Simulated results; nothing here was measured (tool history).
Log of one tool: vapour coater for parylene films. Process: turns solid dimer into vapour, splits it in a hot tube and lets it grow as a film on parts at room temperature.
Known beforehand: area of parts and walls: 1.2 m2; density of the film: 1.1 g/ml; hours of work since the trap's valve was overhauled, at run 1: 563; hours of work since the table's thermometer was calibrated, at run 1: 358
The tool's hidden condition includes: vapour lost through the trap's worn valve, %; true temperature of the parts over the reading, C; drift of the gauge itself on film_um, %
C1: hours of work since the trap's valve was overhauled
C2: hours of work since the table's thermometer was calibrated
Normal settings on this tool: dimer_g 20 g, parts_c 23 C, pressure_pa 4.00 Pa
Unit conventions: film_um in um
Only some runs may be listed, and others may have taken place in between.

Run 1, hour 0.0: usual settings; C1 563; C2 358. Result: film_um 9.81 um.
Run 2, hour 13.2: usual settings; C1 572; C2 367. Result: film_um 9.71 um.
Run 3, hour 33.8: usual settings; C1 587; C2 381. Result: film_um 9.82 um.
Run 4, hour 48.4: usual settings; C1 597; C2 392. Result: film_um 9.74 um.
Run 5, hour 59.7: usual settings but pressure_pa 8.40 Pa; C1 605; C2 400. Result: film_um 8.49 um.
Run 6, hour 72.9: usual settings; C1 614; C2 409. Result: film_um 9.83 um.
Run 7, hour 94.1: usual settings; C1 629; C2 424. Result: film_um 9.86 um.
Run 8, hour 102.9: usual settings but pressure_pa 9.22 Pa; C1 635; C2 430. Result: film_um 8.41 um.
Run 9, hour 123.8: usual settings but pressure_pa 9.22 Pa; C1 650; C2 444. Result: film_um 8.30 um.
At hour 144.8: trap's valve overhauled.
Run 10, hour 144.8: usual settings but pressure_pa 9.22 Pa; C1 0; C2 456. Result: film_um 8.23 um.
Run 11, hour 165.4: usual settings but dimer_g 9 g, parts_c 30 C, pressure_pa 2.27 Pa; C1 14; C2 471. Result: film_um 4.32 um.
Run 12, hour 179.4: usual settings but dimer_g 8 g, parts_c 21 C, pressure_pa 8.55 Pa; C1 24; C2 481. Result: film_um 3.55 um.
Run 13, hour 189.5: usual settings but dimer_g 32 g, parts_c 26 C, pressure_pa 3.97 Pa; C1 31; C2 488. Result: film_um 14.74 um.
Run 14, hour 206.3: usual settings but dimer_g 32 g, parts_c 26 C, pressure_pa 3.97 Pa; C1 43; C2 499. Result: film_um 14.62 um.
Run 15, hour 219.6: usual settings but parts_c 29 C; C1 52; C2 509. Result: film_um 8.65 um.
Run 16, hour 233.6: usual settings but dimer_g 11 g, parts_c 20 C; C1 62; C2 519. Result: film_um 5.80 um.

Take each entry between the runs: how does the hidden state at the last listed run before it differ from the hidden state at the first listed run after it?
Run 9 -> run 10: trap's valve overhauled (hour 144.8)
  vapour lost through the trap's worn valve, %: 0.6 -> 0
